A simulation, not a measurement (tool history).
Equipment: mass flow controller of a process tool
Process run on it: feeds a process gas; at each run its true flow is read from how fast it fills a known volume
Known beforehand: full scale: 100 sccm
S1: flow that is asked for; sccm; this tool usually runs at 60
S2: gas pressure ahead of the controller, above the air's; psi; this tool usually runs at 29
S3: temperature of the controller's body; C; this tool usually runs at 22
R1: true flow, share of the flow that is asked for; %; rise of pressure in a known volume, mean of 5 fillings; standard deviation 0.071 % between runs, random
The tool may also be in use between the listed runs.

run	hour	S1	S2	S3	R1
1	0	60	29	22	99.56
2	43.7	60	29	22	99.54
3	83.7	60	29	22	99.33
4	134.5	26	29	22	98.79
5	206.3	60	29	22	99.08
6	275.5	36	29	22	98.72
7	337.2	36	29	22	98.71
8	373.3	36	29	22	98.63
9	436.6	36	29	22	98.44
10	491.5	36	29	22	98.37
11	550.1	60	29	38	97.94
12	632.8	11	29	22	97.64
13	708.2	60	29	22	98.62
14	780.1	60	29	22	98.42
15	850.4	60	29	22	98.26
16	914.3	60	29	22	98.12
17	952.2	60	29	22	98.29
18	1018	60	29	22	98.09
19	1068.4	11	29	22	97.14
20	1149.6	11	29	22	97.09
21	1193.6	11	29	22	97.06
22	1231.7	60	23.2	22	97.84
23	1288.9	54	35	24	97.33
24	1337	60	30.3	33	97.13
25	1406.2	60	30.3	33	97.02
26	1450.2	10	21	25	96.53
27	1512.3	20	27	23	96.72
# hour 1535.3: gauge calibrated
28	1555.5	37	36.1	34	98.54
29	1626.5	37	36.1	34	98.31
30	1681.8	37	36.1	34	98.16
31	1730.8	19	36.1	28	98.31
32	1770.6	19	34.4	35	97.67
33	1824	20	37.3	22	98.33
34	1891.3	20	37.3	22	98.26
35	1934.5	87	35.1	22	99.12
36	2019.9	12	24.5	21	98.11
37	2094.7	51	29	37	97.79
38	2157.4	51	29	37	97.76
39	2212	22	28.9	36	97.26
40	2247.5	14	25.8	36	97.04
41	2322.9	14	25.8	36	97.05
42	2380.2	14	25.8	31	97.16

3 options for the next run, each taken on its own from the tool as it stands now. Forecast them:
A	2459.2	11	25.4	31	?
B	2459.2	89	20.3	37	?
C	2459.2	61	37.1	23	?

run	R1
A	96.92
B	98.18
C	98.16
Without the tool's hidden state the same runs would have given:
run	R1
A	98.25
B	99.47
C	99.45
